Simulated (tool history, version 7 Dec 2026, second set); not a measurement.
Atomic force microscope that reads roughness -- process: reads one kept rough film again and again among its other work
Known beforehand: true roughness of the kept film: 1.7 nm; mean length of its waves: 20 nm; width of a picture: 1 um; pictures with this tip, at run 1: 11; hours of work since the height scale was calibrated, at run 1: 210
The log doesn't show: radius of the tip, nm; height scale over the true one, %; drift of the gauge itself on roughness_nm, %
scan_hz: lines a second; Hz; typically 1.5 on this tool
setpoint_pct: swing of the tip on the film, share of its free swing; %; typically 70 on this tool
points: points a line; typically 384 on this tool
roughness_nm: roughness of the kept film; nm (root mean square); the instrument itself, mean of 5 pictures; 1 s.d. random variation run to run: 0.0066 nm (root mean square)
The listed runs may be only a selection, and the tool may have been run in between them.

run,hour,scan_hz,setpoint_pct,points,pictures with this tip,hours of work since the height scale was calibrated,roughness_nm
1,0,1.5,70,384,11,210,1.279
2,11.6,1.23,70,384,25,215,1.255
3,19.4,1.5,70,384,34,219,1.236
4,33.2,1.5,66,384,51,225,1.22
5,47.4,1.5,66,384,68,232,1.198
6,56.3,1.5,66,384,78,236,1.18
7,65,1.5,64,384,89,241,1.167
8,80.8,1.5,64,384,108,248,1.151
9,94.8,1.5,64,384,124,255,1.132
10,111.1,1.5,64,384,144,263,1.091
11,122.8,1.5,64,384,158,268,1.071
12,138.4,1.5,64,384,176,276,1.051
13,154.5,1.5,64,384,196,284,1.029
14,162.7,1.5,64,384,205,287,1.019
# hour 168.4: new tip fitted
15,170.5,1.5,64,384,2,291,1.33
16,182.6,2.18,86,384,16,297,1.075
17,191.7,1.52,89,553,27,301,1.112
18,206,2.83,74,780,44,308,1.098
19,217.4,0.79,57,384,58,313,1.264
20,224.6,0.53,70,384,67,317,1.234
21,240.9,0.53,70,384,86,325,1.212
22,258,1.21,58,314,107,333,1.166
23,271.6,1.21,78,735,123,339,1.093
24,287.5,1.5,83,380,142,347,0.994
25,298.7,1.5,83,380,155,352,0.97
26,313,1.5,67,380,172,359,1.051
27,323.8,0.64,57,361,185,364,1.083
28,331.4,3.68,81,273,194,368,0.785
# hour 346.9: new tip fitted
29,348.3,0.51,70,384,2,376,1.372

What differs in the tool's unlogged condition from the final listed run ahead of each entry between runs to the first listed run following it?
Run 14 -> run 15: new tip fitted (hour 168.4)
  radius of the tip, nm: 32.7 -> 11
  what was measured, less what the result would be without the hidden state, roughness_nm: -0.337 -> -0.026 nm (root mean square)
Run 28 -> run 29: new tip fitted (hour 346.9)
  radius of the tip, nm: 31.1 -> 10.9; height scale over the true one, %: -0.62 -> -0.64
  what was measured, less what the result would be without the hidden state, roughness_nm: -0.244 -> -0.027 nm (root mean square)
